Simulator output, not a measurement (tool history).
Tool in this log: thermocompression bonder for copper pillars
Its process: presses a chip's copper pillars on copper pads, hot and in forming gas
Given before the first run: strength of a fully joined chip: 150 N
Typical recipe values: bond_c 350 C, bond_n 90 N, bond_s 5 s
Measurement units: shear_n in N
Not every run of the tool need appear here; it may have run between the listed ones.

run,hour,bond_c,bond_n,bond_s,shear_n
1,0.0,350,90,5,103.0
2,4.5,350,90,5,100.6
3,8.6,350,90,5,101.9
4,16.2,350,90,5,102.3
5,24.3,355,90,5,106.5
6,30.9,355,90,5,104.6
7,36.1,355,88,5,105.4
8,44.7,355,88,5,103.1
9,52.3,370,90,5,117.1
10,59.0,350,90,5,101.8
11,66.8,350,90,5,101.5
12,76.6,350,90,5,100.6
13,84.9,350,90,5,102.6
14,90.1,350,90,5,102.3
15,97.7,350,90,5,97.6
16,102.2,350,83,5,98.3
17,111.1,350,83,5,96.4
18,118.1,350,90,5,99.5
19,126.1,350,90,5,100.6
20,133.6,373,65,11,127.2
21,141.8,373,65,11,123.6
22,149.7,371,65,11,122.8
23,154.6,350,81,7,104.2
24,163.4,350,113,7,117.5
25,168.8,369,113,4,117.7
26,177.5,373,113,4,118.6
27,185.8,350,104,5,105.6
28,195.5,321,104,7,87.0
29,204.0,321,104,7,89.2
30,208.2,350,62,14,113.4
31,217.6,355,68,4,86.6
32,225.0,350,69,4,84.5
33,233.7,350,69,4,84.4
34,240.9,350,69,4,83.9
35,247.6,326,69,4,65.3
36,254.4,337,99,5,93.4
37,264.0,357,90,9,116.9

Branching from run 37: 3 alternative next runs. What would each branch give?
A,269.0,350,118,3,?
B,269.0,350,90,5,?
C,269.0,357,90,3,?

run,shear_n
A,94.3
B,98.6
C,89.8
With the hidden condition removed and each run's random variation left untouched, the same runs would have given:
run,shear_n
A,102.8
B,107.1
C,98.1
